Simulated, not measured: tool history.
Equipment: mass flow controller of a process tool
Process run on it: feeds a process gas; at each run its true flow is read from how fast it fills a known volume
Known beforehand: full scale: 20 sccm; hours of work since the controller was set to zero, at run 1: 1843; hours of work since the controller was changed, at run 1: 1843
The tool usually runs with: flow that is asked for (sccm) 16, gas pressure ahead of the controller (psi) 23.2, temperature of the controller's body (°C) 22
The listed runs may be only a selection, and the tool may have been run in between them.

run,hour,flow that is asked for (sccm),gas pressure ahead of the controller (psi),temperature of the controller's body (°C),hours of work since the controller was set to zero,hours of work since the controller was changed,true flow (%)
1,0,16,23.2,22,1843,1843,98.32
2,143.4,16,23.2,22,1895,1895,98.27
3,229.2,16,23.2,34,1927,1927,98.94
4,380.4,16,38,22,1982,1982,98.77
5,512,16,38,22,2030,2030,98.75
6,642.4,16,38,22,2077,2077,98.77
7,792.4,16,25.7,22,2132,2132,98.36
8,981.3,16,25.7,22,2200,2200,98.25
9,1165,16,23.2,26,2267,2267,98.25
10,1242.1,16,23.2,33,2295,2295,98.65
11,1429,16,23.2,22,2363,2363,98.1
12,1513.1,16,23.2,22,2394,2394,98.14
13,1639.4,16,23.2,22,2440,2440,98.11
# hour 1647.7: controller's zero set anew
14,1759.3,16,23.2,22,41,2484,97.76
15,1928.1,2,23.2,22,102,2545,89.64
16,2014.1,16,23.2,22,133,2576,97.73
17,2090.5,16,23.2,22,161,2604,97.87
18,2218.8,16,23.2,22,208,2651,97.84
19,2364.7,7,23.2,22,261,2704,95.5
20,2459.5,7,23.2,22,296,2739,95.54
21,2547.1,7,23.2,22,327,2770,95.61
22,2664.8,3,23.2,34,370,2813,92.37
# hour 2693.3: controller's zero set anew, once more
23,2760.3,12,35.7,22,24,2848,98.64
24,2948.9,12,35.7,22,93,2917,98.67
25,3059.6,7,23.2,22,133,2957,97.67
26,3214.5,7,33.4,22,190,3013,97.97
27,3385,16,23.6,22,252,3075,98.68
28,3538.6,8,35.8,35,308,3131,98.7
29,3680.2,3,28.9,28,359,3183,96.96
30,3819,3,28.9,28,410,3233,96.91
31,3912.5,3,20.9,23,444,3267,96.42
32,4067.5,3,20.9,23,500,3324,96.38
33,4201.4,8,23.2,22,549,3373,97.47
34,4288.3,8,23.2,22,581,3404,97.35
35,4372.3,7,21.6,22,611,3435,97.26
36,4511.2,15,23.2,22,662,3485,98.32
37,4699.7,15,23.2,22,731,3554,98.31
38,4855.8,3,25.2,37,787,3611,96.47
39,4951.7,16,33.2,24,822,3646,98.82
40,5107.4,16,33.2,24,879,3703,98.75
41,5259.4,11,33.2,35,934,3758,98.46

Each run again, without the hidden state but with its own random variation kept:
The tool's hidden condition here consists of: flow at rest that the sensor doesn't see, % of full scale; true flow over the shown one, %; drift of the gauge itself on true_pct, %.
run,true flow (%)
1,99.23
2,99.2
3,99.88
4,99.73
5,99.73
6,99.78
7,99.39
8,99.31
9,99.33
10,99.74
11,99.23
12,99.28
13,99.26
14,99.16
15,97.88
16,99.17
17,99.32
18,99.31
19,98.29
20,98.36
21,98.46
22,98.42
23,99.25
24,99.31
25,98.43
26,98.78
27,99.35
28,99.55
29,98.4
30,98.44
31,98.01
32,98.06
33,98.49
34,98.39
35,98.39
36,99.18
37,99.2
38,98.59
39,99.74
40,99.69
41,99.56

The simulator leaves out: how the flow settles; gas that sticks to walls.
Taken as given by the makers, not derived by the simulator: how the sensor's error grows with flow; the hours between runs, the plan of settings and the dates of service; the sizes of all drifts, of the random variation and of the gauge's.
